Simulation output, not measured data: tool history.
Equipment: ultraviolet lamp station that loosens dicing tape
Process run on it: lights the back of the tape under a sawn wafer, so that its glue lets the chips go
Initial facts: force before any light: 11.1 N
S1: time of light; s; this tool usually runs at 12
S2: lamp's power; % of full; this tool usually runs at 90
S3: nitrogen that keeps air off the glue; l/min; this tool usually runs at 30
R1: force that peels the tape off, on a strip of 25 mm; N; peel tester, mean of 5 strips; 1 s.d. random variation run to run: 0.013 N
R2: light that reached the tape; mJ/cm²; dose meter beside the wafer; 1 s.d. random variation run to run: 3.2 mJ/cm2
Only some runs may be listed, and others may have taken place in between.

Run 1, day 0: usual settings. Result: R1 1.236 N, R2 345 mJ/cm².
Run 2, day 0.942: usual settings but S2 74 % of full. Result: R1 1.813 N, R2 281 mJ/cm².
Run 3, day 1.625: usual settings. Result: R1 1.283 N, R2 337 mJ/cm².
At day 1.9: window cleaned of glue's vapour.
Run 4, day 2.421: usual settings. Result: R1 1.013 N, R2 385 mJ/cm².
Run 5, day 3.262: usual settings. Result: R1 1.004 N, R2 385 mJ/cm².
Run 6, day 4.196: usual settings but S2 78 % of full. Result: R1 1.353 N, R2 326 mJ/cm².
Run 7, day 5.071: usual settings but S2 78 % of full. Result: R1 1.347 N, R2 324 mJ/cm².
Run 8, day 6: usual settings but S2 78 % of full. Result: R1 1.354 N, R2 319 mJ/cm².
Run 9, day 7.204: usual settings but S2 78 % of full. Result: R1 1.455 N, R2 313 mJ/cm².
Run 10, day 8.592: usual settings but S2 78 % of full. Result: R1 1.488 N, R2 312 mJ/cm².
Run 11, day 9.733: usual settings but S2 78 % of full. Result: R1 1.575 N, R2 304 mJ/cm².
Run 12, day 10.304: usual settings but S2 78 % of full. Result: R1 1.565 N, R2 306 mJ/cm².
Run 13, day 10.954: usual settings but S2 78 % of full. Result: R1 1.636 N, R2 296 mJ/cm².
Run 14, day 11.75: usual settings but S2 78 % of full. Result: R1 1.602 N, R2 300 mJ/cm².
Run 15, day 12.538: usual settings but S1 11 s. Result: R1 1.465 N, R2 313 mJ/cm².
Run 16, day 13.821: usual settings but S1 11 s. Result: R1 1.513 N, R2 306 mJ/cm².
Run 17, day 14.942: usual settings but S1 11 s. Result: R1 1.604 N, R2 298 mJ/cm².
Run 18, day 15.838: usual settings but S1 11 s. Result: R1 1.577 N, R2 298 mJ/cm².
Run 19, day 16.446: usual settings but S2 61 % of full. Result: R1 2.617 N, R2 215 mJ/cm².
Run 20, day 17.579: usual settings. Result: R1 1.449 N, R2 318 mJ/cm².
Run 21, day 18.442: usual settings but S3 11 l/min. Result: R1 2.817 N, R2 312 mJ/cm².
Run 22, day 19.233: usual settings but S3 11 l/min. Result: R1 2.825 N, R2 307 mJ/cm².
Run 23, day 20.517: usual settings but S2 77 % of full, S3 11 l/min. Result: R1 3.465 N, R2 262 mJ/cm².
Run 24, day 21.638: usual settings but S2 77 % of full, S3 11 l/min. Result: R1 3.592 N, R2 257 mJ/cm².
Run 25, day 23.008: usual settings but S3 17 l/min. Result: R1 2.416 N, R2 297 mJ/cm².
Run 26, day 23.988: usual settings but S3 17 l/min. Result: R1 2.45 N, R2 288 mJ/cm².
Run 27, day 25.242: usual settings but S2 67 % of full, S3 51 l/min. Result: R1 2.02 N, R2 213 mJ/cm².
Run 28, day 26.125: usual settings but S2 67 % of full, S3 51 l/min. Result: R1 2.137 N, R2 209 mJ/cm².
Run 29, day 26.825: usual settings but S2 87 % of full. Result: R1 1.907 N, R2 270 mJ/cm².
Run 30, day 27.912: usual settings but S1 7 s, S2 78 % of full, S3 13 l/min. Result: R1 5.866 N, R2 139 mJ/cm².
At day 28.371: lamp changed.
Run 31, day 29.3: usual settings but S1 7 s, S2 78 % of full, S3 13 l/min. Result: R1 4.047 N, R2 222 mJ/cm².
Run 32, day 29.921: usual settings but S1 8 s, S3 14 l/min. Result: R1 2.804 N, R2 287 mJ/cm².
Run 33, day 30.733: usual settings but S1 8 s, S3 14 l/min. Result: R1 2.827 N, R2 291 mJ/cm².
Run 34, day 31.521: usual settings but S1 11 s, S2 92 % of full. Result: R1 0.882 N, R2 401 mJ/cm².
Run 35, day 32.746: usual settings but S1 11 s, S2 92 % of full. Result: R1 0.926 N, R2 394 mJ/cm².

Run 36, settings as shown, results not yet in. Your forecast:
Run 36, day 33.679: usual settings but S1 6 s, S2 85 % of full, S3 19 l/min. Result: R1 ?, R2 ?.

Run 36 gave R1 3.752 N, R2 197 mJ/cm².
On a tool with no hidden condition, and with the same random variation, this run would have come out at R1 3.129 N, R2 231 mJ/cm².
